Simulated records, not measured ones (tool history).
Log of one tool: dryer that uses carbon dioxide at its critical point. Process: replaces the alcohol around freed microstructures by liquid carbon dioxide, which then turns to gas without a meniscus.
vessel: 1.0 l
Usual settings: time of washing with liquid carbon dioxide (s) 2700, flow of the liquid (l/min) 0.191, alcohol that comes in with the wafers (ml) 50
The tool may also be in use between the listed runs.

run   hour  time of washing with liquid carbon dioxide (s)  flow of the liquid (l/min)  alcohol that comes in with the wafers (ml)  alcohol left in the vessel before it's heated (ppm by volume)
  1    0.0                                            2700                       0.191                                          50                                                             69
  2   10.7                                            2700                       0.191                                          50                                                             84
  3   26.1                                            2700                       0.191                                          50                                                             93
  4   35.0                                            2700                       0.191                                          50                                                             80
  5   50.1                                            2700                       0.191                                          50                                                             97
  6   67.9                                            3000                       0.126                                          33                                                            263
  7   84.6                                            3000                       0.126                                          33                                                            275
  8   95.0                                            3000                       0.261                                         113                                                             42
  9  105.7                                            3420                       0.194                                          24                                                             44
 10  116.4                                            1980                       0.191                                          50                                                            436

3 ways to go on from here, each from the tool as it stands after run 10. What would each give?
  A  127.5                                            2460                       0.295                                          50                                                              ?
  B  127.5                                            2520                       0.126                                         104                                                              ?
  C  127.5                                            3180                       0.193                                         101                                                              ?

run  alcohol left in the vessel before it's heated (ppm by volume)
  A                                                             55
  B                                                           1723
  C                                                             81
Without the tool's hidden state the same runs would have given:
run  alcohol left in the vessel before it's heated (ppm by volume)
  A                                                             15
  B                                                           1443
  C                                                             33
